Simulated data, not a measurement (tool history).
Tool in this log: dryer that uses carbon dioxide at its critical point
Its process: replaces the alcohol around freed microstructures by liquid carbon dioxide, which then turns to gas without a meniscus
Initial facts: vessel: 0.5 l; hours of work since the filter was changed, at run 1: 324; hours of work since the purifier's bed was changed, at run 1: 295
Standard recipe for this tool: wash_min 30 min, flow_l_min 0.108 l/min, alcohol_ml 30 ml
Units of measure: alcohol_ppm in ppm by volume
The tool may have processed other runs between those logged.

run   hour  wash_min  flow_l_min  alcohol_ml  hours of work since the filter was changed  hours of work since the purifier's bed was changed  alcohol_ppm
  1    0.0        30       0.108          30                                         324                                                 295          286
  2   23.7        30       0.108          30                                         340                                                 312          306
  3   45.3        30       0.108          30                                         356                                                 327          289
  4   61.7        30       0.108          30                                         367                                                 339          311
  5   92.1        30       0.108          30                                         389                                                 361          312
  6  117.7        30       0.108          30                                         407                                                 379          313
  7  132.2        30       0.065          30                                         417                                                 389         2118
  8  161.8        48       0.065          24                                         438                                                 410          331
  9  185.9        48       0.065          24                                         455                                                 427          336

Expected results for the next run?
 10  218.2        30       0.105          73                                         478                                                 450            ?

Run 10 came out at alcohol_ppm 821 ppm by volume.
With the hidden condition absent and the run-to-run variation left alone, this run would have shown alcohol_ppm 404 ppm by volume.
